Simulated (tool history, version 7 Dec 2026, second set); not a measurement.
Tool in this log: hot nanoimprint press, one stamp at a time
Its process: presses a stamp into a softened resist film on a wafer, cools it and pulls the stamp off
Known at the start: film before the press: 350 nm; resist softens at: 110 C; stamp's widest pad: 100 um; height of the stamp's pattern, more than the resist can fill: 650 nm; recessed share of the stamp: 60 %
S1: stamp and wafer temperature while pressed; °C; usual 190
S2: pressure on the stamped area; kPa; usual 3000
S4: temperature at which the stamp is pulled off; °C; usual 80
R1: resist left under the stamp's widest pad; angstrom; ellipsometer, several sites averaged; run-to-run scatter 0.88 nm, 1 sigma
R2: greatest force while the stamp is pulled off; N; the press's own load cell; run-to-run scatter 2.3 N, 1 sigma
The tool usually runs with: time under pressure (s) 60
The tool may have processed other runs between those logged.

{"run": 1, "day": 0.0, "S1": 190, "S2": 3000, "time under pressure (s)": 60, "S4": 80, "R1": 2137, "R2": 137}
{"run": 2, "day": 1.171, "S1": 190, "S2": 3000, "time under pressure (s)": 60, "S4": 80, "R1": 2142, "R2": 142}
{"run": 3, "day": 2.617, "S1": 190, "S2": 3000, "time under pressure (s)": 60, "S4": 80, "R1": 2132, "R2": 142}
{"run": 4, "day": 3.829, "S1": 190, "S2": 3000, "time under pressure (s)": 60, "S4": 80, "R1": 2160, "R2": 151}
{"run": 5, "day": 5.117, "S1": 190, "S2": 3000, "time under pressure (s)": 60, "S4": 80, "R1": 2156, "R2": 151}
{"run": 6, "day": 6.704, "S1": 190, "S2": 3000, "time under pressure (s)": 60, "S4": 80, "R1": 2186, "R2": 161}
{"run": 7, "day": 8.138, "S1": 181, "S2": 3000, "time under pressure (s)": 60, "S4": 80, "R1": 2783, "R2": 163}
{"run": 8, "day": 8.846, "S1": 181, "S2": 3000, "time under pressure (s)": 60, "S4": 80, "R1": 2792, "R2": 168}
{"run": 9, "day": 10.404, "S1": 181, "S2": 3000, "time under pressure (s)": 60, "S4": 80, "R1": 2790, "R2": 111}
{"run": 10, "day": 11.992, "S1": 181, "S2": 3000, "time under pressure (s)": 60, "S4": 80, "R1": 2792, "R2": 113}
{"run": 11, "day": 13.254, "S1": 181, "S2": 3000, "time under pressure (s)": 60, "S4": 80, "R1": 2808, "R2": 123}
{"run": 12, "day": 14.338, "S1": 198, "S2": 4020, "time under pressure (s)": 69, "S4": 80, "R1": 1445, "R2": 124}
{"run": 13, "day": 16.079, "S1": 198, "S2": 4020, "time under pressure (s)": 69, "S4": 80, "R1": 1327, "R2": 122}

The log once held 2 entries between its listed runs, left out of this copy. Where does each go, and what is different about the tool's unlogged condition between the listed run before it and the listed run after it?
Logged between run 8 and run 9: stamp cleaned and given a new release coat (day 10.012)
  true temperature over the reading, C: -1.9 -> -2.01; pressure that arrives at the usual setting, %: 92.12 -> 91.96; grip of the stamp's worn release coat, % over a new coat's: 58.2 -> 1.3
  measured value less the no-hidden-state value, R1: +164 -> +171 angstrom; R2: +64 -> +4 N
Logged between run 12 and run 13: plate thermocouple calibrated (day 15.517)
  true temperature over the reading, C: -2.34 -> 0.02; pressure that arrives at the usual setting, %: 91.43 -> 91.21; grip of the stamp's worn release coat, % over a new coat's: 14.7 -> 20.2
  measured value less the no-hidden-state value, R1: +192 -> +69 angstrom; R2: +19 -> +20 N

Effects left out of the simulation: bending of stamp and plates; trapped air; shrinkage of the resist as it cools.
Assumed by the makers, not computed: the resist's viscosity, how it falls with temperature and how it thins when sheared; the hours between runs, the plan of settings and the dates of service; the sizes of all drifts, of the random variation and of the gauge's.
